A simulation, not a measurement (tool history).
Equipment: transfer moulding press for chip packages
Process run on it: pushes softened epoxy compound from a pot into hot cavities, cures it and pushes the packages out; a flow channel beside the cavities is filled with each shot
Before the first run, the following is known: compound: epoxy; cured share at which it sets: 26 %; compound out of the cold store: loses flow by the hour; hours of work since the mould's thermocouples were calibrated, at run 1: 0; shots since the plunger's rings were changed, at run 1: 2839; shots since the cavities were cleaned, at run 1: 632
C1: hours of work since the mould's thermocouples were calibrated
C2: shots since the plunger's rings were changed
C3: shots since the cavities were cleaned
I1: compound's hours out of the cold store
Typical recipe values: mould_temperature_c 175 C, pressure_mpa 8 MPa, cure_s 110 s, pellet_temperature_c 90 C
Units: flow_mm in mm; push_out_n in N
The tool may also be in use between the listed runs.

Run 1, hour 0: usual settings; C1 0; C2 2839; C3 632; I1 17.7. Result: flow_mm 600 mm, push_out_n 266 N.
At hour 33.4: cavities cleaned with cleaning compound and waxed.
At hour 59.7: plunger's sealing rings changed.
Run 2, hour 77.4: usual settings but pressure_mpa 7.03 MPa; C1 38; C2 142; C3 335; I1 9.6. Result: flow_mm 608 mm, push_out_n 248 N.
Run 3, hour 134.2: usual settings but pressure_mpa 7.03 MPa; C1 68; C2 601; C3 794; I1 15.5. Result: flow_mm 584 mm, push_out_n 271 N.
At hour 149.9: cavities cleaned with cleaning compound and waxed.
Run 4, hour 189.8: usual settings but pressure_mpa 7.03 MPa; C1 96; C2 1038; C3 322; I1 17.7. Result: flow_mm 571 mm, push_out_n 246 N.
Run 5, hour 251.6: usual settings; C1 129; C2 1536; C3 820; I1 13.9. Result: flow_mm 623 mm, push_out_n 278 N.
At hour 264.7: cavities cleaned with cleaning compound and waxed.
Run 6, hour 296.3: usual settings; C1 151; C2 1885; C3 255; I1 19.7. Result: flow_mm 598 mm, push_out_n 236 N.
Run 7, hour 355.4: usual settings; C1 182; C2 2362; C3 732; I1 31. Result: flow_mm 548 mm, push_out_n 261 N.
At hour 376.9: cavities cleaned with cleaning compound and waxed.
Run 8, hour 408.1: usual settings; C1 209; C2 2776; C3 252; I1 18.9. Result: flow_mm 592 mm, push_out_n 235 N.
At hour 473.2: plunger's sealing rings changed.
Run 9, hour 477.1: usual settings; C1 244; C2 31; C3 788; I1 33.9. Result: flow_mm 548 mm, push_out_n 269 N.
At hour 494.2: cavities cleaned with cleaning compound and waxed.
Run 10, hour 523.9: usual settings but pressure_mpa 9.25 MPa; C1 268; C2 397; C3 240; I1 20. Result: flow_mm 646 mm, push_out_n 228 N.
At hour 607.8: cavities cleaned with cleaning compound and waxed.
Run 11, hour 607.8: usual settings but pressure_mpa 9.25 MPa; C1 311; C2 1062; C3 0; I1 18.3. Result: flow_mm 648 mm, push_out_n 209 N.
Run 12, hour 686.6: usual settings but mould_temperature_c 172 C; C1 352; C2 1698; C3 636; I1 40.3. Result: flow_mm 523 mm, push_out_n 282 N.
At hour 723.1: cavities cleaned with cleaning compound and waxed.
Run 13, hour 743.3: usual settings but pressure_mpa 9.95 MPa, pellet_temperature_c 92 C; C1 381; C2 2144; C3 163; I1 9.4. Result: flow_mm 713 mm, push_out_n 235 N.
Run 14, hour 801.8: usual settings but cure_s 104 s, pellet_temperature_c 89 C; C1 411; C2 2616; C3 635; I1 46. Result: flow_mm 493 mm, push_out_n 260 N.
At hour 835.6: cavities cleaned with cleaning compound and waxed.
Run 15, hour 868.6: usual settings but cure_s 122 s, pellet_temperature_c 93 C; C1 445; C2 3143; C3 266; I1 35.4. Result: flow_mm 526 mm, push_out_n 232 N.
At hour 891.8: plunger's sealing rings changed.
Run 16, hour 941.3: usual settings but cure_s 122 s, pellet_temperature_c 93 C; C1 482; C2 400; C3 833; I1 26.4. Result: flow_mm 573 mm, push_out_n 250 N.
At hour 955.2: cavities cleaned with cleaning compound and waxed.
Run 17, hour 1016.4: usual settings but cure_s 122 s, pellet_temperature_c 91 C; C1 521; C2 994; C3 494; I1 29.1. Result: flow_mm 561 mm, push_out_n 239 N.

Alternative continuations, all from the tool just after run 17; predict every row:
At hour 1067.6: cavities cleaned with cleaning compound and waxed.
Run A, hour 1067.6: usual settings but mould_temperature_c 183 C, cure_s 122 s, pellet_temperature_c 91 C; C1 547; C2 1395; C3 0; I1 32.6. Result: flow_mm ?, push_out_n ?.
At hour 1067.6: cavities cleaned with cleaning compound and waxed.
Run B, hour 1067.6: usual settings but pressure_mpa 9.3 MPa, pellet_temperature_c 99 C; C1 547; C2 1395; C3 0; I1 36. Result: flow_mm ?, push_out_n ?.
At hour 1067.6: cavities cleaned with cleaning compound and waxed.
Run C, hour 1067.6: usual settings but mould_temperature_c 167 C, pressure_mpa 6.69 MPa, pellet_temperature_c 87 C; C1 547; C2 1395; C3 0; I1 15.5. Result: flow_mm ?, push_out_n ?.
At hour 1067.6: cavities cleaned with cleaning compound and waxed.
Run D, hour 1067.6: usual settings but pressure_mpa 9 MPa, cure_s 109 s, pellet_temperature_c 94 C; C1 547; C2 1395; C3 0; I1 38.9. Result: flow_mm ?, push_out_n ?.
At hour 1067.6: cavities cleaned with cleaning compound and waxed.
Run E, hour 1067.6: usual settings but pressure_mpa 6.48 MPa, cure_s 101 s, pellet_temperature_c 98 C; C1 547; C2 1395; C3 0; I1 34.5. Result: flow_mm ?, push_out_n ?.

run  flow_mm  push_out_n
  A      534         187
  B      577         192
  C      580         277
  D      554         195
  E      486         219
What these runs would have given with no unlogged condition in the tool:
run  flow_mm  push_out_n
  A      543         185
  B      586         192
  C      589         289
  D      563         196
  E      493         222
